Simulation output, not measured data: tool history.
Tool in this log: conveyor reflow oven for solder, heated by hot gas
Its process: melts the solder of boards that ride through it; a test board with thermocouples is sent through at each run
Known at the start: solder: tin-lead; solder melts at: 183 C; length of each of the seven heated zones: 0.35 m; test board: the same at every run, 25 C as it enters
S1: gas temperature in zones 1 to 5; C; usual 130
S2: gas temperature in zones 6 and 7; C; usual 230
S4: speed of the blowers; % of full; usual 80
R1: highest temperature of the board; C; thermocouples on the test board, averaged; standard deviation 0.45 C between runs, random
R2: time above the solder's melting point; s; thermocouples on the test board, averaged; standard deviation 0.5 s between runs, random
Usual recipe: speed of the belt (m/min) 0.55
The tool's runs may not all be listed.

run 1 hour=0 | S1=130 S2=230 speed_of_the_belt_(m/min)=0.55 S4=80 | R1=213.2 R2=52.4
run 2 hour=34.4 | S1=130 S2=230 speed_of_the_belt_(m/min)=0.55 S4=80 | R1=213.1 R2=51.3
run 3 hour=68.4 | S1=130 S2=230 speed_of_the_belt_(m/min)=0.55 S4=80 | R1=213.2 R2=51.2
run 4 hour=89.3 | S1=130 S2=230 speed_of_the_belt_(m/min)=0.55 S4=85 | R1=213.5 R2=53
run 5 hour=117.5 | S1=130 S2=230 speed_of_the_belt_(m/min)=0.55 S4=85 | R1=212.7 R2=52.8
run 6 hour=152.9 | S1=130 S2=230 speed_of_the_belt_(m/min)=0.55 S4=53 | R1=206.8 R2=45.2
run 7 hour=184.8 | S1=130 S2=230 speed_of_the_belt_(m/min)=0.55 S4=53 | R1=206.2 R2=44.9
run 8 hour=212.3 | S1=130 S2=230 speed_of_the_belt_(m/min)=0.504 S4=80 | R1=214.3 R2=59
-- hour=226.1 flux residue cleaned out of gas plates and filters
run 9 hour=235.9 | S1=130 S2=230 speed_of_the_belt_(m/min)=0.55 S4=80 | R1=215.7 R2=55
run 10 hour=266.4 | S1=130 S2=230 speed_of_the_belt_(m/min)=0.55 S4=80 | R1=214.5 R2=54.7
run 11 hour=290.1 | S1=130 S2=230 speed_of_the_belt_(m/min)=0.55 S4=80 | R1=214.9 R2=55.4
run 12 hour=309.3 | S1=130 S2=230 speed_of_the_belt_(m/min)=0.55 S4=80 | R1=215.1 R2=53.5
run 13 hour=335.9 | S1=130 S2=230 speed_of_the_belt_(m/min)=0.55 S4=81 | R1=214.8 R2=55
run 14 hour=377.5 | S1=130 S2=230 speed_of_the_belt_(m/min)=0.55 S4=81 | R1=214.7 R2=54.6
run 15 hour=407.4 | S1=130 S2=239 speed_of_the_belt_(m/min)=0.55 S4=82 | R1=221.7 R2=61.2
run 16 hour=429.9 | S1=130 S2=230 speed_of_the_belt_(m/min)=0.477 S4=80 | R1=217.8 R2=66
run 17 hour=458.4 | S1=130 S2=230 speed_of_the_belt_(m/min)=0.477 S4=80 | R1=217.4 R2=66.4
run 18 hour=494.8 | S1=130 S2=235 speed_of_the_belt_(m/min)=0.55 S4=67 | R1=216.2 R2=53.8
run 19 hour=522.7 | S1=130 S2=235 speed_of_the_belt_(m/min)=0.55 S4=67 | R1=215.8 R2=53.6
run 20 hour=539.5 | S1=121 S2=238 speed_of_the_belt_(m/min)=0.55 S4=80 | R1=218.6 R2=54.8
run 21 hour=580.2 | S1=130 S2=241 speed_of_the_belt_(m/min)=0.55 S4=62 | R1=218.6 R2=57.2
run 22 hour=610.6 | S1=129 S2=230 speed_of_the_belt_(m/min)=0.507 S4=80 | R1=214.5 R2=59.6
run 23 hour=648.8 | S1=116 S2=220 speed_of_the_belt_(m/min)=0.55 S4=80 | R1=200.5 R2=36.2
run 24 hour=676.1 | S1=116 S2=220 speed_of_the_belt_(m/min)=0.55 S4=80 | R1=201.2 R2=37.2
run 25 hour=707.6 | S1=130 S2=230 speed_of_the_belt_(m/min)=0.55 S4=58 | R1=208.2 R2=46.8
run 26 hour=749.2 | S1=143 S2=226 speed_of_the_belt_(m/min)=0.581 S4=51 | R1=203.9 R2=42.9

4 options for the next run, each taken on its own from the tool as it stands now. Forecast them:
run A hour=790.1 | S1=130 S2=230 speed_of_the_belt_(m/min)=0.55 S4=86 | R1=? R2=?
run B hour=790.1 | S1=130 S2=230 speed_of_the_belt_(m/min)=0.55 S4=84 | R1=? R2=?
run C hour=790.1 | S1=134 S2=230 speed_of_the_belt_(m/min)=0.623 S4=80 | R1=? R2=?
run D hour=790.1 | S1=140 S2=230 speed_of_the_belt_(m/min)=0.54 S4=80 | R1=? R2=?

run=A R1=211.3 R2=53
run=B R1=212.8 R2=52.5
run=C R1=207.8 R2=43.5
run=D R1=212.9 R2=58
Stripped of hidden state, with their random variation kept, the same runs would have yielded:
run=A R1=216.2 R2=56
run=B R1=217.6 R2=55.5
run=C R1=212.8 R2=47
run=D R1=217.5 R2=60.3
